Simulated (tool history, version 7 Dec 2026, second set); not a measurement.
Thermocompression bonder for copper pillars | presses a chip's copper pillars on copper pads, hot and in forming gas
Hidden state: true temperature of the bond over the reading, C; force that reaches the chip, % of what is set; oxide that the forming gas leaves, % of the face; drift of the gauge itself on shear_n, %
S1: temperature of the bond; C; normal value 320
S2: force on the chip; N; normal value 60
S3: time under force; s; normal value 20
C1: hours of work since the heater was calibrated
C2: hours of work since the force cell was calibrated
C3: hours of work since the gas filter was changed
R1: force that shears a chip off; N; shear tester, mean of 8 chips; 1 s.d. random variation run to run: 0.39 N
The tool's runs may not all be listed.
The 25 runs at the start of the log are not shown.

run,hour,S1,S2,S3,C1,C2,C3,R1
26,282.0,320,60,53,28,558,61,68.5
27,291.9,320,43,23,35,565,68,43.9
28,307.7,320,50,20,47,577,80,47.3
29,318.1,337,41,11,55,585,88,38.4
30,329.4,317,60,41,64,593,96,63.3
31,338.8,346,52,20,71,600,103,59.9
32,351.8,347,59,43,80,610,113,72.9
33,362.2,320,90,20,88,618,121,68.5
34,369.6,299,60,20,94,624,127,44.1
# hour 377.8: forming gas filter changed
35,385.5,334,47,33,106,635,6,61.7
36,399.2,334,47,33,116,646,16,61.5
37,415.1,325,51,20,128,658,28,53.3
38,424.3,300,69,20,135,665,35,53.1
39,437.3,300,69,20,145,674,45,52.5
40,447.9,302,83,29,153,682,53,66.8

Consider 4 possible next runs. They are alternatives, not a sequence: every one starts from the tool as it was left by run 40. What does each give?
A,454.7,302,83,12,158,687,58,?
B,454.7,320,84,20,158,687,58,?
C,454.7,320,76,23,158,687,58,?
D,454.7,326,83,43,158,687,58,?

run,R1
A,52.8
B,70.2
C,66.9
D,77.7
Without the tool's unlogged condition, the same runs would have read:
run,R1
A,52.8
B,71.2
C,67.7
D,79.6

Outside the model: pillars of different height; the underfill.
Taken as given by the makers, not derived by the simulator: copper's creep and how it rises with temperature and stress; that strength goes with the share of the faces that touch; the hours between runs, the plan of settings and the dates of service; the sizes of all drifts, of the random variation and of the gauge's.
